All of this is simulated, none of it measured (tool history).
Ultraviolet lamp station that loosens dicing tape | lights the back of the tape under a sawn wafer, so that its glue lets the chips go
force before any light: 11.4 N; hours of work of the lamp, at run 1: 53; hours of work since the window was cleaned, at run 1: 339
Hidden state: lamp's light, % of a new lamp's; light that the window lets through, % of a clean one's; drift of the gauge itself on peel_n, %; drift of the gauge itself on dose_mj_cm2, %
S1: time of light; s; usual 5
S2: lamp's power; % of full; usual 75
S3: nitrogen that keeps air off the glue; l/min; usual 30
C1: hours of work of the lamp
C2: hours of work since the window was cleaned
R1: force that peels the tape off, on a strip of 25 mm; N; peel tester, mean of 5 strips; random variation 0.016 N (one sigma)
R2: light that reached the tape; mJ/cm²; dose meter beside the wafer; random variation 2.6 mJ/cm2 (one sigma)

run 1 hour=0.0 | S1=5 S2=75 S3=30 | C1=53 C2=339 | R1=0.749 R2=339
run 2 hour=24.9 | S1=5 S2=98 S3=30 | C1=67 C2=353 | R1=0.376 R2=447
run 3 hour=50.1 | S1=5 S2=98 S3=30 | C1=82 C2=367 | R1=0.374 R2=439
run 4 hour=64.0 | S1=5 S2=98 S3=30 | C1=90 C2=375 | R1=0.357 R2=440
run 5 hour=76.1 | S1=5 S2=67 S3=30 | C1=97 C2=382 | R1=1.000 R2=303
run 6 hour=95.2 | S1=5 S2=75 S3=35 | C1=108 C2=393 | R1=0.711 R2=338
run 7 hour=117.3 | S1=5 S2=75 S3=35 | C1=120 C2=406 | R1=0.710 R2=339
run 8 hour=132.6 | S1=5 S2=75 S3=35 | C1=129 C2=414 | R1=0.719 R2=340
run 9 hour=145.7 | S1=5 S2=75 S3=21 | C1=136 C2=422 | R1=0.917 R2=334
run 10 hour=160.8 | S1=5 S2=75 S3=21 | C1=145 C2=430 | R1=0.911 R2=337
run 11 hour=182.3 | S1=5 S2=75 S3=57 | C1=157 C2=443 | R1=0.570 R2=342
run 12 hour=205.1 | S1=5 S2=75 S3=57 | C1=170 C2=456 | R1=0.572 R2=338
run 13 hour=227.0 | S1=5 S2=75 S3=47 | C1=183 C2=468 | R1=0.620 R2=339
run 14 hour=251.5 | S1=5 S2=75 S3=30 | C1=197 C2=482 | R1=0.735 R2=334
run 15 hour=263.3 | S1=4 S2=75 S3=30 | C1=204 C2=489 | R1=1.300 R2=268
run 16 hour=286.7 | S1=4 S2=75 S3=30 | C1=217 C2=502 | R1=1.333 R2=272
run 17 hour=311.9 | S1=4 S2=75 S3=30 | C1=231 C2=517 | R1=1.273 R2=274
run 18 hour=324.5 | S1=4 S2=77 S3=11 | C1=239 C2=524 | R1=1.985 R2=277
run 19 hour=347.2 | S1=3 S2=62 S3=19 | C1=252 C2=537 | R1=3.252 R2=170
run 20 hour=364.2 | S1=3 S2=62 S3=19 | C1=261 C2=547 | R1=3.265 R2=166
run 21 hour=387.7 | S1=3 S2=62 S3=46 | C1=275 C2=560 | R1=2.549 R2=166
run 22 hour=401.4 | S1=3 S2=62 S3=46 | C1=283 C2=568 | R1=2.609 R2=165
run 23 hour=413.6 | S1=5 S2=99 S3=30 | C1=290 C2=575 | R1=0.360 R2=443
-- hour=424.0 window cleaned of glue's vapour
run 24 hour=429.7 | S1=5 S2=99 S3=30 | C1=298 C2=3 | R1=0.369 R2=447
run 25 hour=453.9 | S1=3 S2=96 S3=30 | C1=312 C2=17 | R1=1.437 R2=258
run 26 hour=468.4 | S1=4 S2=65 S3=35 | C1=321 C2=25 | R1=1.568 R2=231
run 27 hour=487.3 | S1=2 S2=87 S3=15 | C1=331 C2=36 | R1=3.861 R2=157
run 28 hour=505.6 | S1=4 S2=65 S3=30 | C1=342 C2=47 | R1=1.689 R2=234
run 29 hour=529.0 | S1=4 S2=65 S3=30 | C1=355 C2=60 | R1=1.695 R2=232
run 30 hour=549.3 | S1=4 S2=65 S3=30 | C1=367 C2=72 | R1=1.695 R2=231
run 31 hour=574.9 | S1=5 S2=75 S3=17 | C1=381 C2=86 | R1=1.077 R2=337
run 32 hour=587.0 | S1=5 S2=75 S3=17 | C1=388 C2=93 | R1=1.069 R2=338
run 33 hour=607.2 | S1=5 S2=71 S3=37 | C1=400 C2=105 | R1=0.794 R2=318

5 ways to go on from here, each from the tool as it stands after run 33. What would each give?
run A hour=623.4 | S1=7 S2=64 S3=14 | C1=409 C2=114 | R1=? R2=?
run B hour=623.4 | S1=5 S2=64 S3=10 | C1=409 C2=114 | R1=? R2=?
run C hour=623.4 | S1=5 S2=75 S3=12 | C1=409 C2=114 | R1=? R2=?
run D hour=623.4 | S1=2 S2=67 S3=23 | C1=409 C2=114 | R1=? R2=?
run E hour=623.4 | S1=5 S2=71 S3=18 | C1=409 C2=114 | R1=? R2=?

run=A R1=0.804 R2=405
run=B R1=1.841 R2=289
run=C R1=1.292 R2=340
run=D R1=4.403 R2=119
run=E R1=1.168 R2=321
Without the tool's hidden state the same runs would have given:
run=A R1=0.802 R2=405
run=B R1=1.838 R2=290
run=C R1=1.290 R2=340
run=D R1=4.400 R2=119
run=E R1=1.166 R2=321

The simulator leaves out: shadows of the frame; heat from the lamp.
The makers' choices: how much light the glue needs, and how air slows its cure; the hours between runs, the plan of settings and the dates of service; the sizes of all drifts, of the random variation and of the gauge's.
